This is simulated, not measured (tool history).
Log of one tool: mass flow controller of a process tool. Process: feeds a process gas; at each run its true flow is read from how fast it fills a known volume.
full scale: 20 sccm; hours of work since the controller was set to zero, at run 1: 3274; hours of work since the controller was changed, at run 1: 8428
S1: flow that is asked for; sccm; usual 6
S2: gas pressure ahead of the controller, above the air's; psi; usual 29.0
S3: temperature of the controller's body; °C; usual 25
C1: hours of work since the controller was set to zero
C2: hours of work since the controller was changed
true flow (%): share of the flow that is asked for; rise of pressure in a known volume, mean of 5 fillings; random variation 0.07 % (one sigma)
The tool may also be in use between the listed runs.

Run 1, hour 0.0: usual settings; C1 3274; C2 8428. Result: true flow (%) 100.75.
Run 2, hour 300.9: usual settings but S1 8 sccm; C1 3450; C2 8604. Result: true flow (%) 100.92.
Run 3, hour 647.7: usual settings but S1 8 sccm; C1 3652; C2 8806. Result: true flow (%) 100.95.
Run 4, hour 831.0: usual settings but S2 34.4 psi; C1 3759; C2 8913. Result: true flow (%) 100.88.
Run 5, hour 1104.2: usual settings but S1 7 sccm; C1 3919; C2 9073. Result: true flow (%) 101.10.
Run 6, hour 1337.4: usual settings but S1 7 sccm; C1 4055; C2 9209. Result: true flow (%) 101.12.
Run 7, hour 1639.0: usual settings but S1 2 sccm; C1 4231; C2 9385. Result: true flow (%) 103.73.
Run 8, hour 1881.5: usual settings but S1 2 sccm; C1 4373; C2 9527. Result: true flow (%) 103.91.
Run 9, hour 2078.5: usual settings but S1 10 sccm, S2 23.8 psi, S3 32 °C; C1 4488; C2 9642. Result: true flow (%) 101.31.
Run 10, hour 2269.4: usual settings but S1 18 sccm, S2 23.1 psi, S3 22 °C; C1 4599; C2 9753. Result: true flow (%) 102.53.
Run 11, hour 2626.1: usual settings but S1 2 sccm, S2 28.4 psi, S3 37 °C; C1 4807; C2 9962. Result: true flow (%) 104.24.

Forecast each of these 5 alternatives for the next run:
At hour 2853.7: controller's zero set anew.
Run A, hour 2900.2: usual settings but S1 11 sccm, S2 24.7 psi, S3 31 °C; C1 27; C2 10121. Result: true flow (%) ?.
At hour 2853.7: controller's zero set anew.
Run B, hour 2900.2: usual settings but S2 35.0 psi; C1 27; C2 10121. Result: true flow (%) ?.
At hour 2853.7: controller's zero set anew.
Run C, hour 2900.2: usual settings but S1 14 sccm, S2 38.6 psi, S3 32 °C; C1 27; C2 10121. Result: true flow (%) ?.
At hour 2853.7: controller's zero set anew.
Run D, hour 2900.2: usual settings but S1 17 sccm, S2 28.4 psi, S3 37 °C; C1 27; C2 10121. Result: true flow (%) ?.
At hour 2853.7: controller's zero set anew.
Run E, hour 2900.2: usual settings but S1 2 sccm, S2 28.9 psi, S3 27 °C; C1 27; C2 10121. Result: true flow (%) ?.

run  true flow (%)
  A         100.68
  B          99.89
  C         100.86
  D         101.29
  E          99.46
Without the tool's hidden state the same runs would have given:
run  true flow (%)
  A          98.50
  B          97.68
  C          98.69
  D          99.13
  E          97.10

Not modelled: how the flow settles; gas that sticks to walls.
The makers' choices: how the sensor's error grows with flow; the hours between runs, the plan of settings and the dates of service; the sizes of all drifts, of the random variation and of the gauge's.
